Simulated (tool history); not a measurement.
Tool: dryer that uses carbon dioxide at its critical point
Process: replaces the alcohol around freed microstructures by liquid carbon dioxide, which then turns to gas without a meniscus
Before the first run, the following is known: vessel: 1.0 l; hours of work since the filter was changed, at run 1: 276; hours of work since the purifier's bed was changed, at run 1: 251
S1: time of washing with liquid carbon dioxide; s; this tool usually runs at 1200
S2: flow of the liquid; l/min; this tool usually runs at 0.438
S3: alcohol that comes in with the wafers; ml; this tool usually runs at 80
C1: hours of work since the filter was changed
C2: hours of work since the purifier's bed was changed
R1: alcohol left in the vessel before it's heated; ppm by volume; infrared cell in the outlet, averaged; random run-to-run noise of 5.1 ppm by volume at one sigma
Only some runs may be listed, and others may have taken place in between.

run 1 day=0 | S1=1200 S2=0.438 S3=80 | C1=276 C2=251 | R1=108
run 2 day=0.992 | S1=1200 S2=0.438 S3=80 | C1=288 C2=263 | R1=115
run 3 day=2.346 | S1=1200 S2=0.438 S3=80 | C1=305 C2=279 | R1=113
run 4 day=3.583 | S1=1140 S2=0.438 S3=80 | C1=319 C2=294 | R1=134
run 5 day=4.512 | S1=1140 S2=0.438 S3=80 | C1=331 C2=305 | R1=153
run 6 day=5.288 | S1=1140 S2=0.438 S3=80 | C1=340 C2=314 | R1=148
run 7 day=6.254 | S1=1140 S2=0.438 S3=80 | C1=352 C2=326 | R1=149
run 8 day=7.412 | S1=960 S2=0.438 S3=80 | C1=365 C2=340 | R1=351
run 9 day=8.896 | S1=960 S2=0.551 S3=80 | C1=383 C2=358 | R1=129
run 10 day=10.429 | S1=960 S2=0.551 S3=80 | C1=402 C2=376 | R1=148
run 11 day=11.658 | S1=960 S2=0.551 S3=80 | C1=417 C2=391 | R1=149
run 12 day=12.771 | S1=960 S2=0.551 S3=80 | C1=430 C2=404 | R1=151
run 13 day=13.921 | S1=960 S2=0.551 S3=80 | C1=444 C2=418 | R1=156
run 14 day=14.571 | S1=1200 S2=0.438 S3=80 | C1=452 C2=426 | R1=153
run 15 day=15.9 | S1=1200 S2=0.438 S3=80 | C1=467 C2=442 | R1=150
run 16 day=17.496 | S1=1200 S2=0.438 S3=80 | C1=487 C2=461 | R1=164
-- day=17.883 inlet filter changed
run 17 day=18.821 | S1=1200 S2=0.438 S3=80 | C1=11 C2=476 | R1=126
run 18 day=20.058 | S1=900 S2=0.438 S3=80 | C1=26 C2=491 | R1=391
run 19 day=20.85 | S1=1140 S2=0.508 S3=95 | C1=36 C2=501 | R1=116
run 20 day=22.012 | S1=1140 S2=0.353 S3=95 | C1=50 C2=515 | R1=420
run 21 day=22.833 | S1=900 S2=0.485 S3=80 | C1=60 C2=525 | R1=273
-- day=23.55 purifier's bed changed
run 22 day=24.05 | S1=1620 S2=0.485 S3=67 | C1=73 C2=6 | R1=3
run 23 day=25.621 | S1=1800 S2=0.485 S3=94 | C1=92 C2=25 | R1=13
run 24 day=26.946 | S1=1440 S2=0.632 S3=67 | C1=107 C2=41 | R1=17
run 25 day=28.25 | S1=1440 S2=0.632 S3=67 | C1=123 C2=57 | R1=16
run 26 day=29.55 | S1=1440 S2=0.632 S3=67 | C1=139 C2=72 | R1=18
run 27 day=30.708 | S1=840 S2=0.555 S3=80 | C1=153 C2=86 | R1=172

Branching from run 27: 4 alternative next runs. What would each branch give?
run A day=31.562 | S1=1140 S2=0.421 S3=102 | C1=163 C2=96 | R1=?
run B day=31.562 | S1=840 S2=0.555 S3=80 | C1=163 C2=96 | R1=?
run C day=31.562 | S1=1800 S2=0.48 S3=33 | C1=163 C2=96 | R1=?
run D day=31.562 | S1=1260 S2=0.438 S3=80 | C1=163 C2=96 | R1=?

run=A R1=158
run=B R1=167
run=C R1=28
run=D R1=67
Without the tool's unlogged condition, the same runs would have read:
run=A R1=115
run=B R1=123
run=C R1=12
run=D R1=41
